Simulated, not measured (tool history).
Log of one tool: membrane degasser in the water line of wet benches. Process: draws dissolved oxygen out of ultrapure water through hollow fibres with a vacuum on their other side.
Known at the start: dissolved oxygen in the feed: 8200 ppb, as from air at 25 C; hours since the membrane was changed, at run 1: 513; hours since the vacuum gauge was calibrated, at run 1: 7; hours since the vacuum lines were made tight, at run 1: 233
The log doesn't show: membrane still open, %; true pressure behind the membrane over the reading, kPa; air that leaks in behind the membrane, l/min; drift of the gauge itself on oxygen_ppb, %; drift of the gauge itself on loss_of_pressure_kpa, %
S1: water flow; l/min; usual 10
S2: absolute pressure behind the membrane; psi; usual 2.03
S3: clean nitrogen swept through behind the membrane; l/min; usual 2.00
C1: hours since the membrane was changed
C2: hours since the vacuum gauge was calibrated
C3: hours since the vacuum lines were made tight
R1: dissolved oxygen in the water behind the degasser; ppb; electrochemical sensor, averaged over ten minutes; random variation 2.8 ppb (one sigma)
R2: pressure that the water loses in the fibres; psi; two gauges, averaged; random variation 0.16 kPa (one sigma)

run   hour  S1    S2    S3    C1   C2    C3     R1     R2
  1    0.0  10  2.03  2.00   513    7   233  275.6  5.023
  2   49.3  10  2.03  0.82   562   57   283  443.0  5.056
  3  113.2  10  2.03  0.82   626  121   346  446.5  5.027
  4  151.1  10  2.03  2.00   664  159   384  281.8  5.036
  5  220.7  10  3.96  2.00   734  228   454  426.8  4.988
  6  251.7  10  3.96  2.00   765  259   485  433.7  5.042
  7  313.3  10  2.03  2.00   826  321   547  280.3  5.065
  8  357.3  10  2.03  2.00   870  365   590  284.8  5.108
  9  415.1   9  2.03  2.00   928  422   648  242.4  4.573
 10  444.9  12  2.03  2.00   958  452   678  362.3  6.132
 11  476.2  12  2.03  2.00   989  484   709  364.2  6.167
 12  515.3  12  2.03  2.00  1029  523   749  362.2  6.128
 13  545.2  12  2.03  2.00  1058  553   778  365.5  6.139
 14  591.8  12  2.03  2.00  1105  599   825  362.1  6.135
 15  626.6  10  5.06  2.00  1140  634   860  515.5  5.160
 16  687.3  10  1.80  2.06  1201  695   921  260.1  5.144
     697.2  -- gauge calibrated
 17  719.9   7  1.42  0.99  1233  727   953  183.2  3.491
 18  782.1   7  1.42  0.99  1295  789  1015  183.9  3.529
 19  812.1  10  1.25  1.59  1325  819  1045  231.8  5.056
 20  881.0   9  2.03  0.82  1394  888  1114  392.7  4.570
 21  938.1  11  2.86  1.16  1451  945  1171  530.7  5.543
 22  969.2   8  2.86  3.99  1482  977  1202  179.6  4.052

The next listed run, before its measurement:
 23  1038.7  12  2.03  1.55  1552  1046  1272   ?   ?

R1: 404.4 ppb
R2: 6.122 psi
Without the tool's hidden state the same run would have given R1 404.3 ppb, R2 6.048 psi.

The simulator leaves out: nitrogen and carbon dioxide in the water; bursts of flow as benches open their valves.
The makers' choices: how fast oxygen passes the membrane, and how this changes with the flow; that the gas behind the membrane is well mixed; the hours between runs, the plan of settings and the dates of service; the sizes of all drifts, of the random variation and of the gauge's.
